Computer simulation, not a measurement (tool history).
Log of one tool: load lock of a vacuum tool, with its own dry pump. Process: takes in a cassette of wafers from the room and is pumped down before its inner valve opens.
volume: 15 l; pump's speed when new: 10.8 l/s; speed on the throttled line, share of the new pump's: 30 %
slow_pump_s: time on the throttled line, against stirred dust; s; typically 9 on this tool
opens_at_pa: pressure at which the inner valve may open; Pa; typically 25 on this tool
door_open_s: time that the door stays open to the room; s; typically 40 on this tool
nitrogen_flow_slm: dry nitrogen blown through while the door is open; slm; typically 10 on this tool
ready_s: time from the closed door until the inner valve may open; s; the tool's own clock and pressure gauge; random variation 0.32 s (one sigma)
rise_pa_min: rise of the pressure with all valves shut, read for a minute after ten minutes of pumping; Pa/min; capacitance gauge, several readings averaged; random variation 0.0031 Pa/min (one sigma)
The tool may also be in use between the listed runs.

run,hour,slow_pump_s,opens_at_pa,door_open_s,nitrogen_flow_slm,"incoming humidity of the room's air, %",ready_s,rise_pa_min
1,0.0,9,25,40,10,44.7,20.2,0.717
2,610.2,9,25,40,10,44.3,19.3,0.747
3,922.9,9,19,40,10,41.1,20.1,0.082
4,1460.6,9,25,25,10,47.0,20.1,0.083
5,1766.1,9,25,25,10,43.9,20.0,0.085
6,2396.6,9,25,25,10,44.4,19.9,0.091
7,2992.6,9,25,25,10,45.3,19.8,0.107
8,3414.6,9,25,40,10,43.7,20.8,0.118
9,4018.1,9,25,40,10,43.7,18.3,0.129
10,4313.7,9,25,40,10,44.3,18.2,0.134
11,4600.6,9,25,40,10,44.2,18.5,0.131
12,5115.3,9,25,40,10,44.7,17.8,0.145
13,5492.5,9,25,40,10,43.4,18.0,0.152
14,6021.4,9,25,40,10,41.8,18.3,0.160
15,6475.7,9,25,40,10,45.7,18.0,0.175
16,7036.6,9,25,40,10,46.2,17.8,0.183
17,7359.3,9,25,40,10,46.4,18.4,0.196
18,7835.6,9,25,40,10,44.5,18.8,0.201
19,8335.8,9,25,40,8,47.7,18.7,0.213
20,8614.1,6,35,35,12,45.2,16.0,0.210
21,9210.6,6,35,53,38,46.4,16.1,0.220
22,9772.5,5,45,228,43,45.5,15.4,0.257
23,10151.3,16,41,40,10,48.8,22.2,0.262
24,10444.6,16,41,40,10,45.1,22.6,0.272
25,10741.3,4,25,148,39,45.5,15.9,0.281
26,11226.7,4,25,148,39,43.6,16.0,0.284
27,11757.3,5,25,190,17,43.7,16.6,0.341
28,12279.7,5,30,190,17,45.4,17.0,0.368
29,12881.0,5,30,165,17,43.5,16.7,0.372
30,13228.9,5,20,119,25,43.1,17.3,0.363
31,13830.6,5,20,119,25,45.8,18.0,0.375
32,14148.5,5,20,119,25,43.7,18.0,0.375
33,14626.6,5,20,119,25,45.2,17.7,0.413
34,14914.7,12,25,126,7,47.2,22.0,0.461
35,15529.9,9,21,54,8,45.9,18.5,0.453
36,16116.0,9,21,87,8,44.4,18.0,0.473

Not shown: 3 entries that the log had between the listed runs. Between which runs, and how does the tool's hidden state differ before and after?
Runs 2 to 3: door's seal changed, seat wiped (hour 670.7)
  pump's speed, % of a new pump's: 83.8 -> 83.2; leak at the door's seal, Pa l/s: 0.168 -> 0.0036
  measured result minus the result with no hidden state, ready_s: +1.8 -> +1.9 s; rise_pa_min: +0.662 -> +0.006 Pa/min
Runs 8 to 9: dry pump taken out, an overhauled one fitted (hour 3521.7)
  pump's speed, % of a new pump's: 79.2 -> 99.6; leak at the door's seal, Pa l/s: 0.011 -> 0.0134
  measured result minus the result with no hidden state, ready_s: +2.4 -> +0.1 s; rise_pa_min: +0.036 -> +0.046 Pa/min
Runs 34 to 35: dry pump taken out, an overhauled one fitted (hour 15131.6)
  pump's speed, % of a new pump's: 80.8 -> 98.3; leak at the door's seal, Pa l/s: 0.0831 -> 0.0882
  measured result minus the result with no hidden state, ready_s: +1.9 -> +0.1 s; rise_pa_min: +0.324 -> +0.347 Pa/min

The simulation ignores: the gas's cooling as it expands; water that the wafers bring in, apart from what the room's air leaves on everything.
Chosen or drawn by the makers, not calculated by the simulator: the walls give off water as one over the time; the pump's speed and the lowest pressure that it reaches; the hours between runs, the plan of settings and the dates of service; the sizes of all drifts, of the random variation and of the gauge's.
